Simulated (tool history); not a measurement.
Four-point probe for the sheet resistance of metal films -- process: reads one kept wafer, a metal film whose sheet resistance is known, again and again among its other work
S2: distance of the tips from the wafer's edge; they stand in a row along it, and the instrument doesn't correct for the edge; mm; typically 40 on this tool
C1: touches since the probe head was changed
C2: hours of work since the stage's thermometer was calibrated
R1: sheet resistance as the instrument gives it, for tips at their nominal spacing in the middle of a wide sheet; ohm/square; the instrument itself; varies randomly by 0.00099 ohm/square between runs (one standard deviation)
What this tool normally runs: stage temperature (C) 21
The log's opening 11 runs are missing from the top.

{"run": 12, "hour": 133.0, "stage temperature (C)": 21, "S2": 40, "C1": 17122, "C2": 1078, "R1": 4.949623}
{"run": 13, "hour": 144.3, "stage temperature (C)": 21, "S2": 40, "C1": 17479, "C2": 1086, "R1": 4.949528}
{"run": 14, "hour": 159.0, "stage temperature (C)": 21, "S2": 40, "C1": 17939, "C2": 1096, "R1": 4.950007}
{"run": 15, "hour": 173.0, "stage temperature (C)": 21, "S2": 40, "C1": 18381, "C2": 1105, "R1": 4.949152}
{"run": 16, "hour": 187.7, "stage temperature (C)": 21, "S2": 40, "C1": 18843, "C2": 1115, "R1": 4.950951}
{"run": 17, "hour": 200.5, "stage temperature (C)": 21, "S2": 17, "C1": 19246, "C2": 1123, "R1": 4.958994}
{"run": 18, "hour": 217.7, "stage temperature (C)": 21, "S2": 40, "C1": 19784, "C2": 1134, "R1": 4.950741}
{"run": 19, "hour": 230.7, "stage temperature (C)": 19, "S2": 23, "C1": 20196, "C2": 1143, "R1": 4.94737}
{"run": 20, "hour": 245.5, "stage temperature (C)": 26, "S2": 10, "C1": 20658, "C2": 1153, "R1": 4.987669}
{"run": 21, "hour": 253.0, "stage temperature (C)": 33, "S2": 5, "C1": 20897, "C2": 1158, "R1": 5.087623}
{"run": 22, "hour": 261.1, "stage temperature (C)": 34, "S2": 5, "C1": 21151, "C2": 1163, "R1": 5.09032}
{"run": 23, "hour": 275.3, "stage temperature (C)": 27, "S2": 40, "C1": 21598, "C2": 1172, "R1": 4.966742}

The next listed run, before its measurement:
{"run": 24, "hour": 292.6, "stage temperature (C)": 25, "S2": 72, "C1": 22141, "C2": 1184, "R1": "?"}

Run 24 gave R1 4.960452 ohm/square.
The same run, on a tool lacking any hidden state, would have yielded R1 4.952086 ohm/square.
